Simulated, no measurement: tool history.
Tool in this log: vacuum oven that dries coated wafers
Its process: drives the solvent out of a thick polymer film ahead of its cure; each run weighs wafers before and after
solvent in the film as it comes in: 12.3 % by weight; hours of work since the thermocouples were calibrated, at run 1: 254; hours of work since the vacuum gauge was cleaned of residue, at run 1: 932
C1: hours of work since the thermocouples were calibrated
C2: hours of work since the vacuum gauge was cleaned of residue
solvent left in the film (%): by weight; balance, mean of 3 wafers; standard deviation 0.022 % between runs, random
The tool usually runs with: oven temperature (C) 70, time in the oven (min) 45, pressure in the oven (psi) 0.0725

Run 1, hour 0.0: usual settings; C1 254; C2 932. Result: solvent left in the film (%) 2.85.
Run 2, hour 75.4: usual settings; C1 312; C2 989. Result: solvent left in the film (%) 2.89.
At hour 128.6: vacuum gauge cleaned of residue and calibrated.
Run 3, hour 143.3: usual settings; C1 363; C2 11. Result: solvent left in the film (%) 2.85.
Run 4, hour 210.6: usual settings; C1 414; C2 63. Result: solvent left in the film (%) 2.86.
Run 5, hour 254.0: usual settings; C1 447; C2 96. Result: solvent left in the film (%) 2.86.
Run 6, hour 329.5: usual settings but oven temperature (C) 61; C1 505; C2 154. Result: solvent left in the film (%) 4.36.
Run 7, hour 371.2: usual settings but oven temperature (C) 61; C1 537; C2 186. Result: solvent left in the film (%) 4.33.
Run 8, hour 452.7: usual settings but oven temperature (C) 61; C1 599; C2 248. Result: solvent left in the film (%) 4.32.
Run 9, hour 524.5: usual settings but oven temperature (C) 61; C1 654; C2 303. Result: solvent left in the film (%) 4.33.
Run 10, hour 590.5: usual settings; C1 705; C2 353. Result: solvent left in the film (%) 2.82.
Run 11, hour 664.6: usual settings; C1 761; C2 410. Result: solvent left in the film (%) 2.82.
Run 12, hour 712.5: usual settings; C1 798; C2 447. Result: solvent left in the film (%) 2.83.
Run 13, hour 751.7: usual settings but oven temperature (C) 56, time in the oven (min) 24, pressure in the oven (psi) 0.0888; C1 828; C2 477. Result: solvent left in the film (%) 7.18.
Run 14, hour 824.4: usual settings but oven temperature (C) 59, time in the oven (min) 34, pressure in the oven (psi) 0.0892; C1 884; C2 532. Result: solvent left in the film (%) 5.73.
Run 15, hour 883.3: usual settings but time in the oven (min) 68, pressure in the oven (psi) 0.1899; C1 929; C2 577. Result: solvent left in the film (%) 2.22.
Run 16, hour 928.7: usual settings but oven temperature (C) 75, time in the oven (min) 30, pressure in the oven (psi) 0.0428; C1 963; C2 612. Result: solvent left in the film (%) 3.30.
Run 17, hour 1012.6: usual settings but oven temperature (C) 75, time in the oven (min) 25, pressure in the oven (psi) 0.0428; C1 1028; C2 676. Result: solvent left in the film (%) 3.93.
Run 18, hour 1076.6: usual settings but oven temperature (C) 75, time in the oven (min) 25, pressure in the oven (psi) 0.0428; C1 1077; C2 725. Result: solvent left in the film (%) 3.94.
Run 19, hour 1156.9: usual settings but pressure in the oven (psi) 0.1616; C1 1138; C2 786. Result: solvent left in the film (%) 3.21.
Run 20, hour 1230.6: usual settings but time in the oven (min) 42, pressure in the oven (psi) 0.1253; C1 1194; C2 843. Result: solvent left in the film (%) 3.27.
Run 21, hour 1266.7: usual settings but oven temperature (C) 55, time in the oven (min) 42, pressure in the oven (psi) 0.0525; C1 1222; C2 870. Result: solvent left in the film (%) 5.54.
Run 22, hour 1332.3: usual settings but oven temperature (C) 65, time in the oven (min) 81; C1 1272; C2 921. Result: solvent left in the film (%) 1.80.
Run 23, hour 1400.4: usual settings but time in the oven (min) 31, pressure in the oven (psi) 0.2339; C1 1324; C2 973. Result: solvent left in the film (%) 4.83.

How the hidden state differs across the entries between the runs, from the last listed run before each to the first after it:
Run 2 -> run 3: vacuum gauge cleaned of residue and calibrated (hour 128.6)
  true wafer temperature over the reading, C: 0.02 -> 0.03; true pressure over the reading, kPa: 0.023 -> 0
